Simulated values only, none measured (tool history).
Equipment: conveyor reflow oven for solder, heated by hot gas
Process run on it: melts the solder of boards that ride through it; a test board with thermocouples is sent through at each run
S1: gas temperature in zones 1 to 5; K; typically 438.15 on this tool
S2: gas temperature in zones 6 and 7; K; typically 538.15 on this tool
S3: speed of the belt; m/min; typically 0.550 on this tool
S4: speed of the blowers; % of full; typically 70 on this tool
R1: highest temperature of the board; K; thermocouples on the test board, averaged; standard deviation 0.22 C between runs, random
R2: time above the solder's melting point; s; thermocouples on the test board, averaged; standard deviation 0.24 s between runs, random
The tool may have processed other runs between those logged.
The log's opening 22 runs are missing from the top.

run	hour	S1	S2	S3	S4	R1	R2
23	198.4	444.15	539.15	0.529	85	524.95	50.6
24	210.2	444.15	539.15	0.529	85	524.85	50.4
25	221.4	448.15	539.15	0.604	85	521.65	42.2
26	233.9	438.15	538.15	0.550	79	520.45	42.9
27	243.6	431.15	531.15	0.490	55	509.45	34.0
28	250.7	431.15	531.15	0.490	55	509.45	34.0
29	257.8	431.15	531.15	0.490	55	509.05	34.4
30	267.4	438.15	527.15	0.638	70	502.75	20.3

What if the next run were any one of these 4? Each begins from the tool's condition after run 30:
A	279.2	438.15	538.15	0.550	69	?	?
B	279.2	438.15	546.15	0.441	70	?	?
C	279.2	438.15	549.15	0.638	70	?	?
D	279.2	436.15	538.15	0.550	76	?	?

run	R1	R2
A	517.45	39.3
B	531.95	63.4
C	520.05	35.1
D	518.45	41.0
Without the tool's hidden state the same runs would have given:
run	R1	R2
A	517.55	39.3
B	531.85	63.1
C	520.35	35.3
D	518.55	41.1
